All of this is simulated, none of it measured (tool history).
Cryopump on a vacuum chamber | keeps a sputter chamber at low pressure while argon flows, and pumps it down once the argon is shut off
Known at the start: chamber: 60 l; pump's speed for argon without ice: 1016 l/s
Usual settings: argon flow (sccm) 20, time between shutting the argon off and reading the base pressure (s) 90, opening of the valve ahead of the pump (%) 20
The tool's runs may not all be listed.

run     day  argon flow (sccm)  time between shutting the argon off and reading the base pressure (s)  opening of the valve ahead of the pump (%)  pressure while argon flows (Pa)  pressure after the wait (uPa)
  1   0.000                 20                                                                     90                                          20                           0.1721                           3.19
  2   1.533                 20                                                                     90                                          20                           0.1725                           3.13
      2.396  -- pump warmed up, emptied and cooled again
  3   2.954                 20                                                                     90                                          20                           0.1670                           2.86
  4   4.138                 20                                                                     90                                          20                           0.1668                           2.88
  5   5.446                 20                                                                    101                                          20                           0.1675                           2.81
  6   7.004                 30                                                                     90                                          20                           0.2513                           2.94
  7   8.162                 30                                                                     90                                          20                           0.2518                           3.00
  8   9.775                 20                                                                     90                                          20                           0.1683                           3.01
  9  10.996                 20                                                                     90                                          20                           0.1690                           3.11
 10  11.867                 20                                                                     90                                          20                           0.1692                           3.12
 11  12.842                 20                                                                     90                                          20                           0.1682                           3.07
 12  14.012                 20                                                                     90                                          20                           0.1693                           3.20
 13  15.467                 20                                                                     90                                          20                           0.1694                           3.18
 14  16.717                 29                                                                     90                                          20                           0.2452                           3.26
 15  17.658                 29                                                                     90                                          20                           0.2467                           3.16
 16  18.538                 10                                                                     24                                          20                           0.0851                           5.20
 17  19.625                 10                                                                     24                                          20                           0.0851                           5.02
 18  20.858                 10                                                                     34                                          43                           0.0408                           4.45
 19  22.379                 29                                                                     34                                          22                           0.2250                           4.43
 20  23.571                 29                                                                     34                                          22                           0.2264                           4.50
 21  24.242                 29                                                                     34                                          22                           0.2262                           4.52
 22  25.754                 29                                                                     34                                          22                           0.2269                           4.45
     26.388  -- pump warmed up, emptied and cooled again
 23  27.154                 21                                                                    221                                          22                           0.1590                           2.73
 24  28.746                 19                                                                     90                                          22                           0.1444                           3.17
 25  30.275                 19                                                                     90                                          22                           0.1452                           3.18
 26  31.450                 19                                                                     90                                          22                           0.1449                           3.25
 27  33.000                 20                                                                     26                                          20                           0.1680                           4.95

Forecast each of these 5 alternatives for the next run:
     33.425  -- leaking fittings of the chamber tightened, without venting
  A  34.262                  9                                                                     30                                          20                                ?                              ?
     33.425  -- leaking fittings of the chamber tightened, without venting
  B  34.262                 20                                                                    242                                          20                                ?                              ?
     33.425  -- leaking fittings of the chamber tightened, without venting
  C  34.262                 20                                                                     26                                          25                                ?                              ?
     33.425  -- leaking fittings of the chamber tightened, without venting
  D  34.262                  9                                                                     34                                          22                                ?                              ?
     33.425  -- leaking fittings of the chamber tightened, without venting
  E  34.262                 34                                                                    174                                          16                                ?                              ?

run  pressure while argon flows (Pa)  pressure after the wait (uPa)
  A                           0.0756                           2.45
  B                           0.1691                           0.62
  C                           0.1351                           2.76
  D                           0.0691                           2.18
  E                           0.3571                           0.73
Without the tool's hidden state the same runs would have given:
run  pressure while argon flows (Pa)  pressure after the wait (uPa)
  A                           0.0747                           2.40
  B                           0.1669                           0.56
  C                           0.1329                           2.70
  D                           0.0681                           2.12
  E                           0.3534                           0.67
